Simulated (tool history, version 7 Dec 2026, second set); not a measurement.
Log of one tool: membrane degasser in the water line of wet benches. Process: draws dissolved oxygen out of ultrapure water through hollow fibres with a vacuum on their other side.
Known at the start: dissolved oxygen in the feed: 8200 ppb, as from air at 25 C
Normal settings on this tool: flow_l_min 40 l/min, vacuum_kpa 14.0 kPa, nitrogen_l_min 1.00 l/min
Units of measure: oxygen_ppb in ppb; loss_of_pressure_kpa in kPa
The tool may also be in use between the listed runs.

run	hour	flow_l_min	vacuum_kpa	nitrogen_l_min	oxygen_ppb	loss_of_pressure_kpa
1	0.0	40	14.0	1.00	1003.4	27.47
2	163.1	40	14.0	1.00	995.4	27.15
3	248.6	40	14.0	1.00	1002.2	27.26
4	393.4	40	14.0	1.00	997.0	27.33
5	531.5	40	14.0	1.00	1005.8	27.57
6	662.8	40	32.3	1.00	2024.4	27.56
7	769.1	40	32.3	1.00	2053.5	27.36
8	934.3	40	32.3	1.00	2047.4	27.54
9	1071.8	40	32.3	1.00	2058.6	27.41
10	1205.3	40	29.3	1.00	1904.5	27.66
11	1278.4	40	14.0	0.54	1414.0	27.27
12	1449.2	40	14.0	0.54	1417.4	27.56
13	1566.7	62	17.2	0.52	2292.6	42.68
14	1656.9	32	31.2	0.62	2268.7	22.03
15	1822.6	40	14.0	1.18	917.8	27.56
16	1944.4	25	21.6	1.00	999.1	17.20
# hour 1999.2: vacuum gauge calibrated
17	2071.2	34	14.0	1.00	862.9	23.59
18	2206.5	48	27.3	1.00	2024.1	33.10
19	2366.2	33	27.3	1.00	1545.8	22.56
20	2494.7	26	14.0	1.00	672.0	17.94
21	2578.4	26	9.1	1.13	394.8	17.92
22	2711.6	40	14.2	1.00	1007.5	27.52

Consider 3 possible next runs. They are alternatives, not a sequence: every one starts from the tool as it was left by run 22. What does each give?
A	2836.2	61	14.2	1.00	?	?
B	2836.2	27	14.2	0.65	?	?
C	2836.2	40	14.0	0.89	?	?

run	oxygen_ppb	loss_of_pressure_kpa
A	1431.8	41.98
B	929.7	18.79
C	1065.1	27.82
Take away the tool's hidden state, keep each run's random variation, and the runs would have read:
run	oxygen_ppb	loss_of_pressure_kpa
A	1409.1	40.99
B	916.8	18.35
C	1047.1	27.16

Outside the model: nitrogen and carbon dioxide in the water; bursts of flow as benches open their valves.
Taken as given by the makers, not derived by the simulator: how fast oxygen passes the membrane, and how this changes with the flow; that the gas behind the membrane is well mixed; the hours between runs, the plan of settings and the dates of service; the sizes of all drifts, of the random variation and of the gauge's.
